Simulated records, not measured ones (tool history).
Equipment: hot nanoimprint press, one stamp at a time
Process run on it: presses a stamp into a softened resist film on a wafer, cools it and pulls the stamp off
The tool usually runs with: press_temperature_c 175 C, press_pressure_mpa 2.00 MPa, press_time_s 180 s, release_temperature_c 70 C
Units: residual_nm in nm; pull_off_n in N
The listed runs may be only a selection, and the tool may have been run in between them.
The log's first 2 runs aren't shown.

run	hour	press_temperature_c	press_pressure_mpa	press_time_s	release_temperature_c	residual_nm	pull_off_n
3	59.9	175	1.98	180	70	95.2	154
4	116.5	175	1.98	180	70	97.7	162
# hour 126.8: stamp cleaned and given a new release coat
5	168.9	175	1.98	180	70	96.0	128
6	197.2	175	1.98	180	70	96.2	132
7	257.9	169	2.00	180	70	118.9	143
8	299.5	175	2.00	180	70	97.2	146
9	340.3	175	2.00	180	70	97.0	151
10	403.7	175	2.00	180	70	99.2	164
# hour 436.9: stamp cleaned and given a new release coat
11	456.6	175	2.00	180	70	99.7	130
# hour 492.6: plate thermocouple calibrated
12	492.7	175	2.00	180	70	101.6	132
13	556.4	175	2.00	180	70	102.7	142
14	619.2	177	2.00	180	70	95.3	153
# hour 632.6: plate thermocouple calibrated, once more
15	657.0	177	2.00	180	70	88.7	150
16	700.2	166	1.24	123	70	160.5	157

Estimate the outcome of run 17 from the log above:
17	737.9	165	1.56	104	58	?	?

{"run 17": {"residual_nm": 159.4, "pull_off_n": 213}}
With the hidden condition absent and the run-to-run variation left alone, this run would have shown residual_nm 155.8 nm, pull_off_n 165 N.
